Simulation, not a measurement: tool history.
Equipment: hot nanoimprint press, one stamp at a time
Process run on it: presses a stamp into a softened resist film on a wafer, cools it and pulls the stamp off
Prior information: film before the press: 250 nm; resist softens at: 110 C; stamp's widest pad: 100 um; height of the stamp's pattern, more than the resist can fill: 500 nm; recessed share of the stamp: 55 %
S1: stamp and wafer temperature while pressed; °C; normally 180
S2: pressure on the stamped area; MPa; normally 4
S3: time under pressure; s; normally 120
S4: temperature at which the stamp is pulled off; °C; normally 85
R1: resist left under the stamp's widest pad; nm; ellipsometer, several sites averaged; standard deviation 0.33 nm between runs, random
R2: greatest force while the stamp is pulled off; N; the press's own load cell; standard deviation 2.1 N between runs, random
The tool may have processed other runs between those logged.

run	hour	S1	S2	S3	S4	R1	R2
1	0	180	4	120	85	113	184
2	56.7	180	4	120	85	112.9	184
# hour 138.6: stamp cleaned and given a new release coat
3	149.4	180	4	120	85	113.5	167
4	224.1	180	4	120	74	113	205
5	281.3	180	4	120	74	112	214
6	325.2	180	4	120	74	112.8	212
7	404.6	180	4	120	85	112.8	179
# hour 466.8: plate thermocouple calibrated
8	486.3	180	4	120	85	110.8	182
# hour 558.5: stamp cleaned and given a new release coat
9	596	180	4	120	85	110.6	164
# hour 644.2: press's hydraulic seals changed and the load cell set to zero
10	667.1	180	4	120	85	104.8	166
# hour 723.9: plate thermocouple calibrated, once more
11	742.9	180	4	120	85	110.2	178
12	829.8	180	4	120	85	110.2	184
13	874.1	180	4	120	85	109.5	186
14	927.8	187	4	120	85	88.7	191
# hour 988.2: stamp cleaned and given a new release coat
15	1006.4	187	4	120	85	88.9	170
16	1066.7	174	3.58	233	90	108.6	159
17	1170.2	172	2.58	120	85	163.5	177
18	1273.4	172	2.58	214	85	137.7	183
19	1319.3	180	4	113	85	110.9	187
# hour 1402.3: stamp cleaned and given a new release coat
20	1402.3	180	4	113	85	111.9	164
# hour 1473.4: plate thermocouple calibrated
21	1493.6	180	4	120	72	112.5	217
22	1581.1	180	4	85	85	127.5	183
23	1632.7	180	4	85	85	127	180
24	1694.1	179	4	225	85	92.3	187
25	1790.8	176	4.56	230	82	93.6	203
# hour 1823.6: stamp cleaned and given a new release coat
26	1889.5	176	4.56	230	82	94	177
27	1979.7	176	4.56	230	82	93.6	187
28	2035.7	180	5.13	160	85	89.7	177
29	2085.3	173	5.72	131	76	115.3	207

4 options for the next run, each taken on its own from the tool as it stands now. Forecast them:
A	2133.6	173	5.72	170	76	?	?
B	2133.6	183	4	120	85	?	?
C	2133.6	191	4	74	85	?	?
D	2133.6	186	5.72	199	76	?	?

run	R1	R2
A	104.7	210
B	101.8	185
C	98.2	185
D	64.3	217
What these runs would have given with no unlogged condition in the tool:
run	R1	R2
A	101.6	192
B	100.1	169
C	96.3	169
D	61.9	197

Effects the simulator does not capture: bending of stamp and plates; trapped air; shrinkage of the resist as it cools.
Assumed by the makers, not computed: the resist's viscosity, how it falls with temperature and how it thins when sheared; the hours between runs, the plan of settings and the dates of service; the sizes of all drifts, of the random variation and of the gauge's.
